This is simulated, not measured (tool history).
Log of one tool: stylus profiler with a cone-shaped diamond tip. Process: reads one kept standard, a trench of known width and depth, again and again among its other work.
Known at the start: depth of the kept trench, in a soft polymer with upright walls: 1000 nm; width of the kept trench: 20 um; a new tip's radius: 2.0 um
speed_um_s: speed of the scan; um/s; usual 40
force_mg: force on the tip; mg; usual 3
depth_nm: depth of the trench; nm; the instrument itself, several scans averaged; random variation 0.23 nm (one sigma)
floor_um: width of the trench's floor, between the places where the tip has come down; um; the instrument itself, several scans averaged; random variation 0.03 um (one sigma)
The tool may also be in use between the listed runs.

{"run": 1, "day": 0.0, "speed_um_s": 40, "force_mg": 3, "depth_nm": 1015.54, "floor_um": 15.3}
{"run": 2, "day": 0.658, "speed_um_s": 40, "force_mg": 3, "depth_nm": 1015.78, "floor_um": 15.34}
{"run": 3, "day": 1.304, "speed_um_s": 40, "force_mg": 3, "depth_nm": 1015.68, "floor_um": 15.31}
{"run": 4, "day": 2.183, "speed_um_s": 40, "force_mg": 1.26, "depth_nm": 1008.32, "floor_um": 15.19}
{"run": 5, "day": 2.817, "speed_um_s": 40, "force_mg": 1.26, "depth_nm": 1008.39, "floor_um": 15.15}
{"run": 6, "day": 3.454, "speed_um_s": 40, "force_mg": 1.26, "depth_nm": 1008.27, "floor_um": 15.12}
{"run": 7, "day": 4.242, "speed_um_s": 40, "force_mg": 1.26, "depth_nm": 1008.51, "floor_um": 15.1}
{"run": 8, "day": 4.808, "speed_um_s": 50, "force_mg": 3, "depth_nm": 1015.34, "floor_um": 15.16}
{"run": 9, "day": 5.742, "speed_um_s": 50, "force_mg": 3, "depth_nm": 1015.8, "floor_um": 15.16}
{"run": 10, "day": 6.554, "speed_um_s": 40, "force_mg": 3, "depth_nm": 1015.33, "floor_um": 15.18}
{"run": 11, "day": 7.212, "speed_um_s": 40, "force_mg": 3, "depth_nm": 1015.1, "floor_um": 15.16}
{"run": 12, "day": 8.083, "speed_um_s": 40, "force_mg": 3, "depth_nm": 1015.09, "floor_um": 15.18}
{"run": 13, "day": 8.875, "speed_um_s": 40, "force_mg": 1.54, "depth_nm": 1009.64, "floor_um": 15.02}
{"run": 14, "day": 9.75, "speed_um_s": 89, "force_mg": 6.99, "depth_nm": 1027.98, "floor_um": 15.05}
{"day": 9.858, "done": "height scale calibrated on a step standard"}
{"run": 15, "day": 10.329, "speed_um_s": 66, "force_mg": 1.14, "depth_nm": 1007.06, "floor_um": 14.75}
{"run": 16, "day": 10.75, "speed_um_s": 49, "force_mg": 5.77, "depth_nm": 1024.01, "floor_um": 15.12}
{"run": 17, "day": 11.625, "speed_um_s": 24, "force_mg": 5.8, "depth_nm": 1023.99, "floor_um": 15.19}
{"run": 18, "day": 12.583, "speed_um_s": 147, "force_mg": 7.95, "depth_nm": 1029.67, "floor_um": 14.84}
{"run": 19, "day": 13.542, "speed_um_s": 27, "force_mg": 2.64, "depth_nm": 1013.28, "floor_um": 15.07}
{"run": 20, "day": 14.483, "speed_um_s": 12, "force_mg": 2.23, "depth_nm": 1011.59, "floor_um": 15.12}
{"day": 15.221, "done": "height scale calibrated on a step standard, once more"}
{"run": 21, "day": 15.233, "speed_um_s": 139, "force_mg": 3, "depth_nm": 1015.96, "floor_um": 14.49}

Forecast run 22:
{"run": 22, "day": 15.767, "speed_um_s": 139, "force_mg": 3, "depth_nm": "?", "floor_um": "?"}

depth_nm: 1016.21 nm
floor_um: 14.53 um
Without the tool's hidden state the same run would have given depth_nm 1016.65 nm, floor_um 15.88 um.

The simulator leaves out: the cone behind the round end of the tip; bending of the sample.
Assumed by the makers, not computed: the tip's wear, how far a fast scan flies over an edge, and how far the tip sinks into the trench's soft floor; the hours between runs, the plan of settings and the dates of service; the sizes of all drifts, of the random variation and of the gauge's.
